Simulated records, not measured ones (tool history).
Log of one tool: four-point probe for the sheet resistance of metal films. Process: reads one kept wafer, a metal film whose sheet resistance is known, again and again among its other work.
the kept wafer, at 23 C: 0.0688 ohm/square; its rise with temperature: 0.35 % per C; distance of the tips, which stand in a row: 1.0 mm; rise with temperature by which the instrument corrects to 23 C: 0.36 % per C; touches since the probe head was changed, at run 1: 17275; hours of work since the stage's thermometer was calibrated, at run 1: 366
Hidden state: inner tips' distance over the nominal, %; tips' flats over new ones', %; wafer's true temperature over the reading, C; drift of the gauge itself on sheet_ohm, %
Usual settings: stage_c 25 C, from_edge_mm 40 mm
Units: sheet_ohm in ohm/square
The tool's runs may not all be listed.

run    hour  stage_c  from_edge_mm  touches since the probe head was changed  hours of work since the stage's thermometer was calibrated  sheet_ohm
  1     0.0       25            40                                     17275                                                         366   0.068938
  2    34.7       25            40                                     17729                                                         382   0.068923
  3    62.4       25            40                                     18092                                                         394   0.068964
  4   103.7       25            40                                     18634                                                         413   0.068929
  5   130.6       25            40                                     18986                                                         426   0.068919
  6   176.2       25            40                                     19583                                                         447   0.068925
  7   200.2       25             9                                     19897                                                         458   0.069364
  8   244.7       25            19                                     20480                                                         479   0.068996
  9   276.2       25            16                                     20894                                                         493   0.069057
 10   322.7       25            16                                     21503                                                         515   0.069039
 11   371.7       25            40                                     22144                                                         537   0.068933
 12   419.4       25            20                                     22769                                                         559   0.068974
 13   452.5       25            20                                     23204                                                         575   0.068977
 14   490.3       25            40                                     23698                                                         592   0.068905
 15   539.2       25            40                                     24339                                                         615   0.068883
 16   573.6       25            40                                     24790                                                         631   0.068888
 17   611.4       35            40                                     25285                                                         648   0.068861
 18   654.7       25            28                                     25853                                                         668   0.068932
 19   681.5       25            28                                     26203                                                         680   0.068936
 20   718.1       29            15                                     26683                                                         697   0.069018
 21   750.4       25             6                                     27106                                                         712   0.069875
 22   779.8       29            21                                     27491                                                         726   0.068946
 23   801.7       19            21                                     27778                                                         736   0.068952
 24   825.2       28            37                                     28087                                                         747   0.068860
 25   848.1       25            21                                     28386                                                         757   0.068952
 26   898.3       34            39                                     29044                                                         781   0.068824
 27   921.9       34            39                                     29353                                                         791   0.068859
 28   961.2       31            28                                     29868                                                         810   0.068856
 29  1004.1       23             8                                     30431                                                         829   0.069428
 30  1030.4       34            30                                     30775                                                         842   0.068844
 31  1058.3       34            30                                     31141                                                         854   0.068835
 32  1096.3       21             5                                     31639                                                         872   0.070309
 33  1129.2       21             3                                     32069                                                         887   0.072712
 34  1166.5       25             6                                     32559                                                         904   0.069847
 35  1187.3       25             6                                     32830                                                         914   0.069808
 36  1231.9       25             6                                     33415                                                         935   0.069855
 37  1272.1       23             5                                     33941                                                         953   0.070280

The same runs without the tool's hidden state, with the same run-to-run variation:
run  sheet_ohm
  1   0.068810
  2   0.068798
  3   0.068842
  4   0.068809
  5   0.068802
  6   0.068811
  7   0.069252
  8   0.068887
  9   0.068951
 10   0.068937
 11   0.068835
 12   0.068879
 13   0.068885
 14   0.068817
 15   0.068799
 16   0.068807
 17   0.068781
 18   0.068857
 19   0.068862
 20   0.068948
 21   0.069807
 22   0.068880
 23   0.068889
 24   0.068798
 25   0.068892
 26   0.068767
 27   0.068805
 28   0.068805
 29   0.069380
 30   0.068797
 31   0.068791
 32   0.070268
 33   0.072673
 34   0.069813
 35   0.069775
 36   0.069826
 37   0.070254

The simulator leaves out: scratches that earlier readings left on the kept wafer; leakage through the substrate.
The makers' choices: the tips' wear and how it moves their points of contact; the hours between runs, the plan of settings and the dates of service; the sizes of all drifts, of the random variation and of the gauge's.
